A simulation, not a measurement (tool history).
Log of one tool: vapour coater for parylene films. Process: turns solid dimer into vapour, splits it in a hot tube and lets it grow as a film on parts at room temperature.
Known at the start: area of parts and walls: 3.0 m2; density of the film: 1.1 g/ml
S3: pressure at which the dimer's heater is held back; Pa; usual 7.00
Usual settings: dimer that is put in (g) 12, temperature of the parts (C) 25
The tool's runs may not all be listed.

{"run": 1, "hour": 0.0, "dimer that is put in (g)": 12, "temperature of the parts (C)": 25, "S3": 7.0, "thickness of the film (um)": 1.87}
{"run": 2, "hour": 14.5, "dimer that is put in (g)": 12, "temperature of the parts (C)": 25, "S3": 8.85, "thickness of the film (um)": 1.81}
{"run": 3, "hour": 30.8, "dimer that is put in (g)": 12, "temperature of the parts (C)": 25, "S3": 8.85, "thickness of the film (um)": 1.78}
{"run": 4, "hour": 46.9, "dimer that is put in (g)": 12, "temperature of the parts (C)": 25, "S3": 8.85, "thickness of the film (um)": 1.74}
{"run": 5, "hour": 62.5, "dimer that is put in (g)": 12, "temperature of the parts (C)": 25, "S3": 8.85, "thickness of the film (um)": 1.86}
{"run": 6, "hour": 76.4, "dimer that is put in (g)": 12, "temperature of the parts (C)": 25, "S3": 2.13, "thickness of the film (um)": 2.27}
{"run": 7, "hour": 86.6, "dimer that is put in (g)": 12, "temperature of the parts (C)": 25, "S3": 2.13, "thickness of the film (um)": 2.23}
{"run": 8, "hour": 101.3, "dimer that is put in (g)": 8, "temperature of the parts (C)": 27, "S3": 2.39, "thickness of the film (um)": 1.34}
{"run": 9, "hour": 109.1, "dimer that is put in (g)": 7, "temperature of the parts (C)": 18, "S3": 2.6, "thickness of the film (um)": 1.74}
{"run": 10, "hour": 120.6, "dimer that is put in (g)": 7, "temperature of the parts (C)": 18, "S3": 2.6, "thickness of the film (um)": 1.75}
{"run": 11, "hour": 131.1, "dimer that is put in (g)": 19, "temperature of the parts (C)": 21, "S3": 6.08, "thickness of the film (um)": 3.55}
{"run": 12, "hour": 148.2, "dimer that is put in (g)": 8, "temperature of the parts (C)": 30, "S3": 2.04, "thickness of the film (um)": 1.19}
{"run": 13, "hour": 156.4, "dimer that is put in (g)": 8, "temperature of the parts (C)": 30, "S3": 2.04, "thickness of the film (um)": 1.22}

3 ways to go on from here, each from the tool as it stands after run 13. What would each give?
{"hour": 169.6, "done": "trap's valve overhauled"}
{"run": "A", "hour": 176.7, "dimer that is put in (g)": 7, "temperature of the parts (C)": 18, "S3": 10.4, "thickness of the film (um)": "?"}
{"hour": 169.6, "done": "trap's valve overhauled"}
{"run": "B", "hour": 176.7, "dimer that is put in (g)": 8, "temperature of the parts (C)": 32, "S3": 8.53, "thickness of the film (um)": "?"}
{"hour": 169.6, "done": "trap's valve overhauled"}
{"run": "C", "hour": 176.7, "dimer that is put in (g)": 21, "temperature of the parts (C)": 35, "S3": 3.42, "thickness of the film (um)": "?"}

run=A thickness_of_the_film_(um)=1.57
run=B thickness_of_the_film_(um)=1.03
run=C thickness_of_the_film_(um)=2.74
Without the tool's hidden state the same runs would have given:
run=A thickness_of_the_film_(um)=1.58
run=B thickness_of_the_film_(um)=1.04
run=C thickness_of_the_film_(um)=2.75

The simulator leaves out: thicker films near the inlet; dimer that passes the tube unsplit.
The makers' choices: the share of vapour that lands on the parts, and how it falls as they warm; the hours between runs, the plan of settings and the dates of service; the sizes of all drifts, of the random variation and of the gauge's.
